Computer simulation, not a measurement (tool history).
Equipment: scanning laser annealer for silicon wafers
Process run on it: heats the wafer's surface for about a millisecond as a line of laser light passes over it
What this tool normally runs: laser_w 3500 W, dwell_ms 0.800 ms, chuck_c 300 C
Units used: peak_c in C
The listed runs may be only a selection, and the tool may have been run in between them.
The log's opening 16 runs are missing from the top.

run,hour,laser_w,dwell_ms,chuck_c,hours of work since the window was cleaned,hours of work since the power meter was calibrated,hours of work since the optics were aligned,peak_c
17,121.6,3500,0.837,300,146,226,146,1138
18,130.5,3500,0.837,300,150,230,150,1140
19,139.0,3587,0.800,300,153,234,153,1145
20,144.1,3587,0.800,300,156,237,156,1146
21,149.6,3500,0.719,266,158,239,158,1041
22,155.8,2976,0.735,266,161,242,161,907
23,162.8,3054,0.749,287,164,245,164,955
24,173.7,3546,0.746,325,169,250,169,1125
25,182.7,3576,0.746,323,173,254,173,1134
26,190.6,3410,0.961,300,177,258,177,1176
27,199.2,3410,0.961,300,181,261,181,1171
28,209.1,3410,0.961,300,185,266,185,1175
29,215.0,3389,0.974,306,188,269,188,1180
30,225.9,3389,0.974,306,193,274,193,1179
31,236.4,3500,0.800,307,197,278,197,1121
32,243.0,3500,0.916,307,200,281,200,1181
33,250.1,3500,0.583,316,204,284,204,1006
34,260.7,3500,0.583,316,208,289,208,1004
35,269.2,3500,0.583,316,212,293,212,1008
36,277.3,3255,0.787,300,216,297,216,1037
37,286.2,3500,0.636,300,220,301,220,1018
38,294.9,3039,0.704,299,224,305,224,939
39,304.5,3671,0.895,300,228,309,228,1213
40,309.4,3671,0.895,300,230,311,230,1218

Forecast each of these 3 alternatives for the next run:
A,318.6,3350,0.800,309,235,315,235,?
B,318.6,3609,0.765,289,235,315,235,?
C,318.6,2992,0.609,302,235,315,235,?

run,peak_c
A,1080
B,1116
C,880
Without the tool's unlogged condition, the same runs would have read:
run,peak_c
A,1106
B,1144
C,899
